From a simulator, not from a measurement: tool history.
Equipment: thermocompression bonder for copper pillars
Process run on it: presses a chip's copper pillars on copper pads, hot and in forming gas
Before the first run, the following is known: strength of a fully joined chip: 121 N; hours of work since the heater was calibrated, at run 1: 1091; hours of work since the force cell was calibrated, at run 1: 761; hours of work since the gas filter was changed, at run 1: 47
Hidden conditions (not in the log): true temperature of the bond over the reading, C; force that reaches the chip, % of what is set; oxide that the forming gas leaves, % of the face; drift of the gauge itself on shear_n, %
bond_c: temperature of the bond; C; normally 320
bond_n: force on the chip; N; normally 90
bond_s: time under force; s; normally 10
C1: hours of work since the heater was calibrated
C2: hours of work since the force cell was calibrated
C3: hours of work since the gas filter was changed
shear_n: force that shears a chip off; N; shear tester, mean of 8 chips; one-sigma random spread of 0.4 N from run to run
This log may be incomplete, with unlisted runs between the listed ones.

Run 1, day 0: usual settings; C1 1091; C2 761; C3 47. Result: shear_n 38.9 N.
Run 2, day 2.896: usual settings but bond_c 296 C; C1 1121; C2 791; C3 77. Result: shear_n 25.8 N.
Run 3, day 5.958: usual settings but bond_c 296 C; C1 1152; C2 823; C3 109. Result: shear_n 25.2 N.
Run 4, day 7.658: usual settings but bond_c 345 C; C1 1170; C2 840; C3 126. Result: shear_n 52.8 N.
Run 5, day 10.746: usual settings but bond_c 345 C; C1 1202; C2 872; C3 158. Result: shear_n 52.1 N.
At day 11.392: forming gas filter changed.
Run 6, day 12.488: usual settings but bond_c 298 C; C1 1219; C2 890; C3 11. Result: shear_n 27.2 N.
At day 13.929: force cell calibrated.
Run 7, day 14.662: usual settings but bond_c 298 C; C1 1241; C2 8; C3 33. Result: shear_n 28.4 N.
Run 8, day 18.196: usual settings but bond_c 298 C; C1 1278; C2 44; C3 70. Result: shear_n 27.9 N.
Run 9, day 21.571: usual settings but bond_c 298 C; C1 1313; C2 79; C3 105. Result: shear_n 26.9 N.
Run 10, day 24.358: usual settings but bond_c 298 C; C1 1342; C2 108; C3 133. Result: shear_n 27.1 N.
Run 11, day 26: usual settings; C1 1358; C2 125; C3 150. Result: shear_n 38.5 N.
At day 27.417: forming gas filter changed.
Run 12, day 28.896: usual settings but bond_c 330 C, bond_n 79 N; C1 1388; C2 154; C3 15. Result: shear_n 43.3 N.
Run 13, day 32.042: usual settings but bond_c 338 C, bond_n 79 N, bond_s 12 s; C1 1421; C2 187; C3 48. Result: shear_n 50.7 N.
Run 14, day 33.558: usual settings but bond_c 328 C, bond_n 70 N, bond_s 12 s; C1 1436; C2 203; C3 63. Result: shear_n 41.1 N.
Run 15, day 36.896: usual settings but bond_c 328 C, bond_n 70 N, bond_s 12 s; C1 1471; C2 237; C3 98. Result: shear_n 40.9 N.
At day 38.575: heater calibrated with a thermocouple chip.
Run 16, day 38.596: usual settings but bond_c 328 C, bond_n 70 N, bond_s 12 s; C1 0; C2 254; C3 115. Result: shear_n 43.7 N.
Run 17, day 40.567: usual settings but bond_c 305 C, bond_n 108 N, bond_s 21 s; C1 21; C2 274; C3 135. Result: shear_n 48.2 N.
Run 18, day 43.246: usual settings but bond_c 305 C, bond_n 108 N, bond_s 21 s; C1 48; C2 302; C3 163. Result: shear_n 47.2 N.
At day 43.45: forming gas filter changed.
Run 19, day 45.788: usual settings but bond_c 344 C, bond_n 68 N; C1 74; C2 328; C3 24. Result: shear_n 49.7 N.
Run 20, day 48.258: usual settings but bond_c 344 C, bond_n 68 N; C1 100; C2 353; C3 50. Result: shear_n 50.2 N.
Run 21, day 50.429: usual settings but bond_c 344 C, bond_n 68 N; C1 122; C2 376; C3 72. Result: shear_n 49.5 N.
Run 22, day 52.558: usual settings but bond_c 315 C, bond_n 102 N, bond_s 17 s; C1 144; C2 398; C3 94. Result: shear_n 49.5 N.

Forecast each of these 5 alternatives for the next run:
Run A, day 55.204: usual settings but bond_c 344 C, bond_n 97 N, bond_s 9 s; C1 172; C2 425; C3 121. Result: shear_n ?.
Run B, day 55.204: usual settings but bond_n 75 N; C1 172; C2 425; C3 121. Result: shear_n ?.
Run C, day 55.204: usual settings but bond_n 93 N, bond_s 24 s; C1 172; C2 425; C3 121. Result: shear_n ?.
Run D, day 55.204: usual settings but bond_s 14 s; C1 172; C2 425; C3 121. Result: shear_n ?.
Run E, day 55.204: usual settings but bond_c 297 C, bond_n 107 N, bond_s 19 s; C1 172; C2 425; C3 121. Result: shear_n ?.

run  shear_n
  A     55.4
  B     37.2
  C     56.6
  D     46.2
  E     40.4
Take away the tool's hidden state, keep each run's random variation, and the runs would have read:
run  shear_n
  A     59.1
  B     39.9
  C     60.4
  D     49.4
  E     43.3
